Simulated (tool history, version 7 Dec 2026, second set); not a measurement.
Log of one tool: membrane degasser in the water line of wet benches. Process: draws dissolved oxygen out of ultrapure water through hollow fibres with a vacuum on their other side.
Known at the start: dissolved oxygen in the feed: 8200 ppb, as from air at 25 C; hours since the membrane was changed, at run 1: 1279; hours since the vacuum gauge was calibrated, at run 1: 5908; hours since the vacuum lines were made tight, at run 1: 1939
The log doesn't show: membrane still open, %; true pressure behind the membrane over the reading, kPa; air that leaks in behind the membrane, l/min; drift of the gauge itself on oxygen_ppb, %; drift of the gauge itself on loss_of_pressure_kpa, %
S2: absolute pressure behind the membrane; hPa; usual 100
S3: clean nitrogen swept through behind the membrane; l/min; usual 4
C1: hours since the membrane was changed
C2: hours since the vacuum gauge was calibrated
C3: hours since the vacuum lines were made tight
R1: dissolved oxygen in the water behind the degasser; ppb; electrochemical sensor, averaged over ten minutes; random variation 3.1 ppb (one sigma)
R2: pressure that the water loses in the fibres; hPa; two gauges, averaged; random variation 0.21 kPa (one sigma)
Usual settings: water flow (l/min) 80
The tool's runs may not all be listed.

{"run": 1, "day": 0.0, "water flow (l/min)": 80, "S2": 100, "S3": 4, "C1": 1279, "C2": 5908, "C3": 1939, "R1": 329.1, "R2": 468}
{"run": 2, "day": 1.262, "water flow (l/min)": 80, "S2": 100, "S3": 4, "C1": 1309, "C2": 5938, "C3": 1970, "R1": 325.4, "R2": 471.4}
{"run": 3, "day": 3.321, "water flow (l/min)": 80, "S2": 100, "S3": 4, "C1": 1358, "C2": 5987, "C3": 2019, "R1": 328.5, "R2": 470.4}
{"run": 4, "day": 5.304, "water flow (l/min)": 80, "S2": 100, "S3": 4, "C1": 1406, "C2": 6035, "C3": 2067, "R1": 329.9, "R2": 468.6}
{"run": 5, "day": 6.521, "water flow (l/min)": 80, "S2": 100, "S3": 4.69, "C1": 1435, "C2": 6064, "C3": 2096, "R1": 285.4, "R2": 472.2}
{"run": 6, "day": 7.946, "water flow (l/min)": 80, "S2": 100, "S3": 4, "C1": 1469, "C2": 6098, "C3": 2130, "R1": 328.5, "R2": 469.1}
{"run": 7, "day": 9.796, "water flow (l/min)": 80, "S2": 100, "S3": 4, "C1": 1514, "C2": 6143, "C3": 2175, "R1": 326.9, "R2": 470.1}
{"run": 8, "day": 11.767, "water flow (l/min)": 80, "S2": 244, "S3": 4, "C1": 1561, "C2": 6190, "C3": 2222, "R1": 887.7, "R2": 472}
{"run": 9, "day": 13.3, "water flow (l/min)": 80, "S2": 100, "S3": 4, "C1": 1598, "C2": 6227, "C3": 2259, "R1": 332.2, "R2": 475.8}
{"run": 10, "day": 15.0, "water flow (l/min)": 80, "S2": 100, "S3": 4, "C1": 1639, "C2": 6268, "C3": 2300, "R1": 331.5, "R2": 474}
{"run": 11, "day": 16.012, "water flow (l/min)": 80, "S2": 100, "S3": 4, "C1": 1663, "C2": 6292, "C3": 2324, "R1": 329.3, "R2": 471.4}
{"run": 12, "day": 17.083, "water flow (l/min)": 80, "S2": 118, "S3": 4, "C1": 1689, "C2": 6318, "C3": 2349, "R1": 404.2, "R2": 472.4}
{"run": 13, "day": 18.8, "water flow (l/min)": 80, "S2": 118, "S3": 4, "C1": 1730, "C2": 6359, "C3": 2391, "R1": 406.2, "R2": 474.2}
{"run": 14, "day": 20.621, "water flow (l/min)": 80, "S2": 210, "S3": 4, "C1": 1773, "C2": 6403, "C3": 2434, "R1": 751.9, "R2": 478}
{"run": 15, "day": 22.075, "water flow (l/min)": 90, "S2": 210, "S3": 4, "C1": 1808, "C2": 6438, "C3": 2469, "R1": 850, "R2": 536.2}
{"run": 16, "day": 23.054, "water flow (l/min)": 90, "S2": 210, "S3": 7.29, "C1": 1832, "C2": 6461, "C3": 2493, "R1": 540.5, "R2": 538.2}
{"run": 17, "day": 24.625, "water flow (l/min)": 60, "S2": 74, "S3": 8.18, "C1": 1870, "C2": 6499, "C3": 2530, "R1": 85.8, "R2": 356.6}
{"run": 18, "day": 25.871, "water flow (l/min)": 60, "S2": 74, "S3": 8.18, "C1": 1899, "C2": 6529, "C3": 2560, "R1": 86.7, "R2": 361.8}
{"run": 19, "day": 26.783, "water flow (l/min)": 60, "S2": 74, "S3": 8.18, "C1": 1921, "C2": 6551, "C3": 2582, "R1": 85.6, "R2": 357}
{"run": 20, "day": 27.762, "water flow (l/min)": 106, "S2": 108, "S3": 8.19, "C1": 1945, "C2": 6574, "C3": 2606, "R1": 317.9, "R2": 634.5}
{"run": 21, "day": 29.633, "water flow (l/min)": 73, "S2": 72, "S3": 4.68, "C1": 1990, "C2": 6619, "C3": 2651, "R1": 166.1, "R2": 434}
{"run": 22, "day": 31.342, "water flow (l/min)": 120, "S2": 69, "S3": 4.3, "C1": 2031, "C2": 6660, "C3": 2692, "R1": 339.4, "R2": 717.8}
{"run": 23, "day": 33.317, "water flow (l/min)": 91, "S2": 206, "S3": 2.38, "C1": 2078, "C2": 6707, "C3": 2739, "R1": 1232.3, "R2": 547.1}
{"run": 24, "day": 34.408, "water flow (l/min)": 91, "S2": 206, "S3": 2.38, "C1": 2104, "C2": 6733, "C3": 2765, "R1": 1233.6, "R2": 546.1}
{"day": 35.358, "done": "gauge calibrated"}
{"run": 25, "day": 35.958, "water flow (l/min)": 91, "S2": 206, "S3": 2.38, "C1": 2142, "C2": 6771, "C3": 2803, "R1": 1242.1, "R2": 534.3}
{"run": 26, "day": 37.792, "water flow (l/min)": 80, "S2": 145, "S3": 9.17, "C1": 2186, "C2": 6815, "C3": 2846, "R1": 264.7, "R2": 468.2}
{"run": 27, "day": 39.579, "water flow (l/min)": 74, "S2": 79, "S3": 2.74, "C1": 2228, "C2": 6858, "C3": 2889, "R1": 289.6, "R2": 435.7}
{"run": 28, "day": 41.321, "water flow (l/min)": 91, "S2": 100, "S3": 4, "C1": 2270, "C2": 6899, "C3": 2931, "R1": 387.8, "R2": 539.6}
{"run": 29, "day": 42.621, "water flow (l/min)": 54, "S2": 80, "S3": 4, "C1": 2301, "C2": 6931, "C3": 2962, "R1": 154.1, "R2": 320.5}

The same runs without the tool's hidden state, with the same run-to-run variation:
run=1 R2=468
run=2 R2=470.9
run=3 R2=469.2
run=4 R2=466.8
run=5 R2=470
run=6 R2=466.5
run=7 R2=466.9
run=8 R2=468
run=9 R2=471.3
run=10 R2=469
run=11 R2=466.1
run=12 R2=466.7
run=13 R2=468
run=14 R2=471.1
run=15 R2=528
run=16 R2=529.6
run=17 R2=350.5
run=18 R2=355.3
run=19 R2=350.4
run=20 R2=622.3
run=21 R2=425.1
run=22 R2=702.3
run=23 R2=534.5
run=24 R2=533.2
run=25 R2=533.9
run=26 R2=467.3
run=27 R2=434.3
run=28 R2=537.2
run=29 R2=318.8
R1: within 0.5 ppb of the measured result in every run.
